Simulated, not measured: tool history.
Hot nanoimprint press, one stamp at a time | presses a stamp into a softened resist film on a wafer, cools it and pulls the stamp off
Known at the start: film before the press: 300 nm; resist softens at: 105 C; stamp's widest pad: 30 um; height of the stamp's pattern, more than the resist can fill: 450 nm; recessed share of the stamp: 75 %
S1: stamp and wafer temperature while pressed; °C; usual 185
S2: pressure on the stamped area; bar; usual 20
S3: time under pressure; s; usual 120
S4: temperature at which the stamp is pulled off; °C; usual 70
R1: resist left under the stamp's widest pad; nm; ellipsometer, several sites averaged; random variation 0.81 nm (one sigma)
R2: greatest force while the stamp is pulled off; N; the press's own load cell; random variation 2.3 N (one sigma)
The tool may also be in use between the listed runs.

Run 1, day 0: usual settings. Result: R1 110.9 nm, R2 109 N.
Run 2, day 2.808: usual settings. Result: R1 113 nm, R2 111 N.
At day 4.488: plate thermocouple calibrated.
Run 3, day 4.504: usual settings but S1 192 °C. Result: R1 73.4 nm, R2 112 N.
Run 4, day 5.942: usual settings but S1 192 °C. Result: R1 75.1 nm, R2 116 N.
Run 5, day 7.658: usual settings. Result: R1 107.9 nm, R2 114 N.
Run 6, day 9.671: usual settings but S4 71 °C. Result: R1 109.3 nm, R2 117 N.
Run 7, day 11.625: usual settings but S2 26.1 bar, S4 71 °C. Result: R1 96.5 nm, R2 117 N.
Run 8, day 13.608: usual settings but S2 26.1 bar, S4 71 °C. Result: R1 97.4 nm, R2 125 N.
At day 15.5: stamp cleaned and given a new release coat.
Run 9, day 15.871: usual settings but S1 186 °C. Result: R1 104.8 nm, R2 107 N.
Run 10, day 18.233: usual settings but S1 186 °C. Result: R1 105.7 nm, R2 112 N.
Run 11, day 20.371: usual settings but S1 186 °C. Result: R1 107.2 nm, R2 112 N.
Run 12, day 21.962: usual settings but S1 186 °C. Result: R1 106.3 nm, R2 116 N.
Run 13, day 24.729: usual settings. Result: R1 111.6 nm, R2 113 N.
Run 14, day 26.558: usual settings. Result: R1 113.7 nm, R2 123 N.
At day 27.2: plate thermocouple calibrated.
Run 15, day 28.742: usual settings. Result: R1 108.8 nm, R2 123 N.
At day 30.838: press's hydraulic seals changed and the load cell set to zero.
Run 16, day 31.854: usual settings but S1 189 °C, S2 26 bar, S3 186 s, S4 66 °C. Result: R1 61.9 nm, R2 144 N.
At day 32.371: stamp cleaned and given a new release coat.
Run 17, day 34.142: usual settings but S1 189 °C, S2 26 bar, S3 186 s, S4 66 °C. Result: R1 62.4 nm, R2 121 N.
Run 18, day 36.062: usual settings but S1 189 °C, S2 26 bar, S3 186 s, S4 66 °C. Result: R1 62.9 nm, R2 130 N.
Run 19, day 38.446: usual settings but S1 189 °C, S2 26 bar, S3 186 s, S4 66 °C. Result: R1 64.4 nm, R2 127 N.
Run 20, day 40.012: usual settings but S1 189 °C, S2 26 bar, S3 186 s, S4 66 °C. Result: R1 63.9 nm, R2 130 N.
Run 21, day 42.846: usual settings but S1 189 °C, S2 26 bar, S3 186 s, S4 66 °C. Result: R1 66 nm, R2 131 N.
Run 22, day 44.558: usual settings but S1 189 °C, S2 26 bar, S3 186 s, S4 66 °C. Result: R1 65.5 nm, R2 138 N.
Run 23, day 46.383: usual settings but S1 189 °C, S2 26 bar, S3 186 s, S4 66 °C. Result: R1 65.5 nm, R2 138 N.
Run 24, day 48.312: usual settings but S1 183 °C, S3 177 s. Result: R1 105.9 nm, R2 126 N.
At day 48.821: stamp cleaned and given a new release coat.
At day 50.596: plate thermocouple calibrated.
Run 25, day 51.171: usual settings but S2 20.5 bar, S4 68 °C. Result: R1 104.6 nm, R2 115 N.
Run 26, day 53.838: usual settings but S1 178 °C, S2 21.3 bar, S3 95 s, S4 61 °C. Result: R1 161 nm, R2 143 N.
Run 27, day 55.312: usual settings but S1 178 °C, S2 21.3 bar, S3 95 s, S4 61 °C. Result: R1 162.8 nm, R2 149 N.
Run 28, day 56.917: usual settings but S2 19.5 bar, S3 67 s. Result: R1 140.8 nm, R2 121 N.
Run 29, day 58.346: usual settings but S1 180 °C, S4 60 °C. Result: R1 139.9 nm, R2 153 N.

Forecast each of these 5 alternatives for the next run:
Run A, day 60.779: usual settings but S1 179 °C, S3 97 s, S4 57 °C. Result: R1 ?, R2 ?.
Run B, day 60.779: usual settings but S1 186 °C, S3 92 s, S4 60 °C. Result: R1 ?, R2 ?.
Run C, day 60.779: usual settings but S1 180 °C, S2 23.2 bar, S3 86 s, S4 74 °C. Result: R1 ?, R2 ?.
Run D, day 60.779: usual settings but S1 197 °C, S4 68 °C. Result: R1 ?, R2 ?.
Run E, day 60.779: usual settings but S1 180 °C, S3 84 s. Result: R1 ?, R2 ?.

run     R1   R2
  A  159.7  177
  B  116.9  156
  C  151.7  110
  D   60.1  131
  E  162.7  120
Without the tool's hidden state the same runs would have given:
run     R1   R2
  A  154.4  153
  B  112.7  135
  C  146.3   95
  D   57.9  113
  E  157.3  103

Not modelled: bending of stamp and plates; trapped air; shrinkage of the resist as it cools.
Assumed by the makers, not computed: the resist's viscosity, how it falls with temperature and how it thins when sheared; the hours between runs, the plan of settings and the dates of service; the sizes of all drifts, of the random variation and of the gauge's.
